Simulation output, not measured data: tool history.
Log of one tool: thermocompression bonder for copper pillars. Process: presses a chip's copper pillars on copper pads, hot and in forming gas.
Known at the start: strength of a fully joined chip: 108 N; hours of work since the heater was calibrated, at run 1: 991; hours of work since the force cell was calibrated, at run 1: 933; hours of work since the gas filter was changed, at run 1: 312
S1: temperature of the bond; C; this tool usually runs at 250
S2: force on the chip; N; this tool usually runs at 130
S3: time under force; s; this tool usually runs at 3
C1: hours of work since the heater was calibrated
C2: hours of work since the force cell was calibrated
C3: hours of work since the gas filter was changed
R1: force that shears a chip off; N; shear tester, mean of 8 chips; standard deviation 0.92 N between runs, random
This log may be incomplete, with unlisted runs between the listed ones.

{"run": 1, "hour": 0.0, "S1": 250, "S2": 130, "S3": 3, "C1": 991, "C2": 933, "C3": 312, "R1": 77.2}
{"run": 2, "hour": 56.7, "S1": 250, "S2": 130, "S3": 3, "C1": 1017, "C2": 958, "C3": 338, "R1": 75.5}
{"run": 3, "hour": 89.2, "S1": 250, "S2": 130, "S3": 3, "C1": 1031, "C2": 973, "C3": 352, "R1": 77.5}
{"run": 4, "hour": 138.4, "S1": 250, "S2": 130, "S3": 3, "C1": 1053, "C2": 995, "C3": 374, "R1": 76.9}
{"run": 5, "hour": 190.1, "S1": 250, "S2": 130, "S3": 3, "C1": 1076, "C2": 1018, "C3": 397, "R1": 77.9}
{"run": 6, "hour": 228.1, "S1": 250, "S2": 130, "S3": 3, "C1": 1093, "C2": 1035, "C3": 414, "R1": 77.3}
{"run": 7, "hour": 280.1, "S1": 250, "S2": 130, "S3": 3, "C1": 1117, "C2": 1058, "C3": 438, "R1": 75.7}
{"hour": 317.7, "done": "forming gas filter changed"}
{"run": 8, "hour": 331.8, "S1": 250, "S2": 82, "S3": 3, "C1": 1140, "C2": 1081, "C3": 6, "R1": 58.2}
{"run": 9, "hour": 373.5, "S1": 250, "S2": 82, "S3": 3, "C1": 1158, "C2": 1100, "C3": 25, "R1": 56.3}
{"run": 10, "hour": 426.8, "S1": 250, "S2": 195, "S3": 3, "C1": 1182, "C2": 1124, "C3": 49, "R1": 93.6}
{"run": 11, "hour": 472.2, "S1": 250, "S2": 189, "S3": 3, "C1": 1202, "C2": 1144, "C3": 69, "R1": 91.1}
{"run": 12, "hour": 514.7, "S1": 250, "S2": 189, "S3": 3, "C1": 1221, "C2": 1163, "C3": 88, "R1": 91}
{"run": 13, "hour": 564.1, "S1": 250, "S2": 189, "S3": 3, "C1": 1244, "C2": 1185, "C3": 110, "R1": 91.1}
{"run": 14, "hour": 619.0, "S1": 269, "S2": 158, "S3": 4, "C1": 1268, "C2": 1210, "C3": 135, "R1": 100}
{"run": 15, "hour": 659.8, "S1": 269, "S2": 158, "S3": 4, "C1": 1286, "C2": 1228, "C3": 153, "R1": 100.6}
{"run": 16, "hour": 709.1, "S1": 221, "S2": 119, "S3": 4, "C1": 1308, "C2": 1250, "C3": 175, "R1": 52.1}
{"run": 17, "hour": 757.0, "S1": 258, "S2": 87, "S3": 3, "C1": 1330, "C2": 1272, "C3": 197, "R1": 66.5}
{"run": 18, "hour": 806.3, "S1": 276, "S2": 130, "S3": 3, "C1": 1352, "C2": 1294, "C3": 219, "R1": 94.8}
{"run": 19, "hour": 864.2, "S1": 250, "S2": 143, "S3": 3, "C1": 1378, "C2": 1320, "C3": 245, "R1": 80.1}
{"run": 20, "hour": 894.0, "S1": 252, "S2": 143, "S3": 3, "C1": 1391, "C2": 1333, "C3": 258, "R1": 82.1}

Estimate the outcome of run 21 from the log above:
{"run": 21, "hour": 928.4, "S1": 252, "S2": 91, "S3": 3, "C1": 1407, "C2": 1348, "C3": 273, "R1": "?"}

R1: 63.6 N
Had the tool carried no hidden state, the very same run would have given R1 63.8 N.

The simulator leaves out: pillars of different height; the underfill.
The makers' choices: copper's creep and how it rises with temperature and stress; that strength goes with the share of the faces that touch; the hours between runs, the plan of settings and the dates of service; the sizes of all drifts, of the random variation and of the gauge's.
